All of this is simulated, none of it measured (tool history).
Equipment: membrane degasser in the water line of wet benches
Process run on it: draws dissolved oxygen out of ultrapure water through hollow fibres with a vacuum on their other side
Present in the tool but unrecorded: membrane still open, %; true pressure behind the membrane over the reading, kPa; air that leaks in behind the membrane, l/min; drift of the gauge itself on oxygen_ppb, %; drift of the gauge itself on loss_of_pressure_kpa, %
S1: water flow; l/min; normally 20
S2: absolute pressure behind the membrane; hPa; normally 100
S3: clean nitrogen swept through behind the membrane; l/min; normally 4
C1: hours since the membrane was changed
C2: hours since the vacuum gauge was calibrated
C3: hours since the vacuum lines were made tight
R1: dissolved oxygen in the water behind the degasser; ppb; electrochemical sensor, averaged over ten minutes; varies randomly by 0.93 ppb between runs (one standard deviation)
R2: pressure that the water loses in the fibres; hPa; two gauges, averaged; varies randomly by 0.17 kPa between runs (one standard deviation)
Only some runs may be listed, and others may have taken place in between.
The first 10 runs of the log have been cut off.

{"run": 11, "hour": 1545.5, "S1": 20, "S2": 100, "S3": 4, "C1": 4106, "C2": 1533, "C3": 3052, "R1": 95.5, "R2": 296.9}
{"run": 12, "hour": 1733.5, "S1": 20, "S2": 100, "S3": 4, "C1": 4294, "C2": 1721, "C3": 3240, "R1": 95.8, "R2": 298.8}
{"run": 13, "hour": 1960.8, "S1": 29, "S2": 100, "S3": 4, "C1": 4522, "C2": 1948, "C3": 3467, "R1": 163.9, "R2": 432.9}
{"run": 14, "hour": 2168.2, "S1": 29, "S2": 100, "S3": 4, "C1": 4729, "C2": 2155, "C3": 3675, "R1": 166.2, "R2": 435.4}
{"run": 15, "hour": 2267.1, "S1": 29, "S2": 100, "S3": 4, "C1": 4828, "C2": 2254, "C3": 3774, "R1": 169.8, "R2": 435.7}
{"hour": 2300.7, "done": "seals of the vacuum lines changed"}
{"run": 16, "hour": 2386.1, "S1": 29, "S2": 100, "S3": 4, "C1": 4945, "C2": 2371, "C3": 85, "R1": 164.5, "R2": 437}
{"run": 17, "hour": 2600.4, "S1": 15, "S2": 85, "S3": 4.76, "C1": 5159, "C2": 2586, "C3": 300, "R1": 45.2, "R2": 227.7}
{"run": 18, "hour": 2729.7, "S1": 14, "S2": 100, "S3": 4, "C1": 5289, "C2": 2715, "C3": 429, "R1": 62.3, "R2": 210.7}
{"run": 19, "hour": 2898.1, "S1": 20, "S2": 68, "S3": 1.84, "C1": 5457, "C2": 2883, "C3": 597, "R1": 107.1, "R2": 301.1}
{"run": 20, "hour": 3118.0, "S1": 20, "S2": 68, "S3": 1.65, "C1": 5677, "C2": 3103, "C3": 817, "R1": 118.1, "R2": 304.8}
{"hour": 3205.5, "done": "vacuum gauge calibrated"}
{"run": 21, "hour": 3242.0, "S1": 21, "S2": 89, "S3": 1.65, "C1": 5800, "C2": 37, "C3": 941, "R1": 180, "R2": 322.8}
{"run": 22, "hour": 3407.6, "S1": 21, "S2": 89, "S3": 1.87, "C1": 5966, "C2": 202, "C3": 1106, "R1": 160.3, "R2": 320.6}
{"run": 23, "hour": 3553.5, "S1": 23, "S2": 100, "S3": 4, "C1": 6112, "C2": 348, "C3": 1252, "R1": 115.9, "R2": 350}
{"run": 24, "hour": 3664.3, "S1": 25, "S2": 124, "S3": 4.77, "C1": 6223, "C2": 459, "C3": 1363, "R1": 144.6, "R2": 382.6}
{"run": 25, "hour": 3802.9, "S1": 12, "S2": 100, "S3": 4, "C1": 6361, "C2": 597, "C3": 1502, "R1": 51.9, "R2": 184}
{"run": 26, "hour": 3909.1, "S1": 15, "S2": 100, "S3": 4, "C1": 6467, "C2": 704, "C3": 1608, "R1": 65.3, "R2": 231.9}
{"run": 27, "hour": 4069.8, "S1": 13, "S2": 99, "S3": 5.86, "C1": 6628, "C2": 864, "C3": 1769, "R1": 39.1, "R2": 202.5}
{"run": 28, "hour": 4246.7, "S1": 13, "S2": 99, "S3": 7.71, "C1": 6805, "C2": 1041, "C3": 1945, "R1": 29.9, "R2": 200.3}
{"run": 29, "hour": 4410.6, "S1": 13, "S2": 99, "S3": 7.71, "C1": 6969, "C2": 1205, "C3": 2109, "R1": 31, "R2": 202.4}
{"run": 30, "hour": 4502.6, "S1": 26, "S2": 63, "S3": 3.89, "C1": 7061, "C2": 1297, "C3": 2201, "R1": 88.3, "R2": 401.2}
{"run": 31, "hour": 4675.2, "S1": 26, "S2": 63, "S3": 2.65, "C1": 7233, "C2": 1470, "C3": 2374, "R1": 110.9, "R2": 405.3}
{"run": 32, "hour": 4872.6, "S1": 29, "S2": 67, "S3": 1.73, "C1": 7431, "C2": 1667, "C3": 2571, "R1": 188.4, "R2": 450.7}

4 ways to go on from here, each from the tool as it stands after run 32. What would each give?
{"run": "A", "hour": 4975.5, "S1": 14, "S2": 70, "S3": 11.89, "C1": 7534, "C2": 1770, "C3": 2674, "R1": "?", "R2": "?"}
{"run": "B", "hour": 4975.5, "S1": 13, "S2": 100, "S3": 2.58, "C1": 7534, "C2": 1770, "C3": 2674, "R1": "?", "R2": "?"}
{"run": "C", "hour": 4975.5, "S1": 29, "S2": 94, "S3": 1.73, "C1": 7534, "C2": 1770, "C3": 2674, "R1": "?", "R2": "?"}
{"run": "D", "hour": 4975.5, "S1": 16, "S2": 95, "S3": 1.73, "C1": 7534, "C2": 1770, "C3": 2674, "R1": "?", "R2": "?"}

run=A R1=14.3 R2=218.7
run=B R1=88.9 R2=202.7
run=C R1=290.2 R2=453
run=D R1=147.9 R2=251.1
Had the tool no hidden state, the same runs would have come out as:
run=A R1=12.2 R2=196.6
run=B R1=83.9 R2=182.1
run=C R1=261.4 R2=407.3
run=D R1=139.8 R2=225.7

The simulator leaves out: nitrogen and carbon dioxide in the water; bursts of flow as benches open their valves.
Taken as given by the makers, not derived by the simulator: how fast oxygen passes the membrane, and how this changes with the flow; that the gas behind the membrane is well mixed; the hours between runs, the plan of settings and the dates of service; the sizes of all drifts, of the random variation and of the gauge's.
